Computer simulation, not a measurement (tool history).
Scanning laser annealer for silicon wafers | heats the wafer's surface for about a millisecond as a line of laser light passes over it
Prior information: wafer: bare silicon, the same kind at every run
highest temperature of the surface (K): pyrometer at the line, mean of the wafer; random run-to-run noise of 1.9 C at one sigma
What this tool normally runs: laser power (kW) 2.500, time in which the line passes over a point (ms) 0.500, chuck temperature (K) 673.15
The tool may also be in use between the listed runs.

run,hour,laser power (kW),time in which the line passes over a point (ms),chuck temperature (K),highest temperature of the surface (K)
1,0.0,2.500,0.500,673.15,1484.15
2,18.3,2.500,0.500,673.15,1482.15
3,27.1,2.500,0.404,673.15,1396.15
4,39.9,2.500,0.404,673.15,1397.15
5,49.0,2.500,0.404,673.15,1394.15
6,69.0,2.500,0.404,661.15,1385.15
7,88.4,2.500,0.500,673.15,1483.15
8,109.1,2.500,0.500,673.15,1485.15
9,120.6,2.500,0.500,640.15,1453.15
10,131.8,2.500,0.500,640.15,1451.15
11,147.0,2.500,0.398,673.15,1388.15
12,159.5,2.500,0.398,673.15,1390.15
13,174.8,2.500,0.500,673.15,1483.15
14,191.8,2.500,0.500,700.15,1510.15
15,211.3,2.500,0.500,700.15,1510.15
16,225.5,2.500,0.500,700.15,1510.15
17,240.1,2.500,0.500,700.15,1510.15
18,260.9,2.500,0.490,670.15,1477.15
19,279.7,2.500,0.500,706.15,1519.15
20,290.7,2.416,0.619,673.15,1550.15
# hour 305.1: window over the wafer cleaned
21,308.5,2.580,0.442,687.15,1477.15
22,327.8,2.500,0.392,673.15,1385.15
23,342.4,2.500,0.485,677.15,1477.15
24,363.4,2.688,0.405,704.15,1495.15
25,377.8,2.688,0.405,704.15,1490.15
26,398.0,2.503,0.405,639.15,1366.15
27,417.1,2.500,0.403,694.15,1417.15
28,435.9,2.441,0.403,673.15,1373.15
29,454.7,2.250,0.433,680.15,1342.15
30,465.8,2.250,0.421,671.15,1325.15

Forecast each of these 4 alternatives for the next run:
A,481.3,2.500,0.413,637.15,?
B,481.3,2.391,0.421,639.15,?
C,481.3,2.219,0.500,678.15,?
D,481.3,2.520,0.528,671.15,?

run,highest temperature of the surface (K)
A,1367.15
B,1339.15
C,1382.15
D,1514.15
Take away the tool's hidden state, keep each run's random variation, and the runs would have read:
run,highest temperature of the surface (K)
A,1367.15
B,1340.15
C,1382.15
D,1515.15
